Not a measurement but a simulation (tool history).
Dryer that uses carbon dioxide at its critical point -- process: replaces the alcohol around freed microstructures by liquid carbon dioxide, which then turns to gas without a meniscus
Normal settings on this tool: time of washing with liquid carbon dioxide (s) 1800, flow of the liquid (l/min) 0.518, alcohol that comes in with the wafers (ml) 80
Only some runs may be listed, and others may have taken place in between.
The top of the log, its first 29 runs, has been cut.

run,hour,time of washing with liquid carbon dioxide (s),flow of the liquid (l/min),alcohol that comes in with the wafers (ml),hours of work since the filter was changed,hours of work since the purifier's bed was changed,alcohol left in the vessel before it's heated (ppm by volume)
30,276.9,1680,0.758,56,97,508,202
31,283.2,1800,0.518,85,102,512,300
32,290.2,1800,0.786,23,107,517,197
33,299.7,1800,0.786,23,113,524,198
34,307,1800,0.786,23,118,529,201
35,313,1740,0.518,111,122,533,372
36,322.6,1740,0.607,51,129,540,233
37,334.3,1140,0.607,50,137,548,497
38,344.4,1140,0.607,50,144,555,539
39,354.8,1980,0.536,75,151,562,259

5 ways to go on from here, each from the tool as it stands after run 39. What would each give?
A,367.2,1320,0.747,28,160,571,?
B,367.2,2160,0.681,31,160,571,?
C,367.2,2280,0.739,47,160,571,?
D,367.2,1680,0.536,75,160,571,?
E,367.2,1800,0.42,42,160,571,?

run,alcohol left in the vessel before it's heated (ppm by volume)
A,231
B,214
C,213
D,336
E,421
Without the tool's hidden state the same runs would have given:
run,alcohol left in the vessel before it's heated (ppm by volume)
A,24
B,6
C,5
D,91
E,162
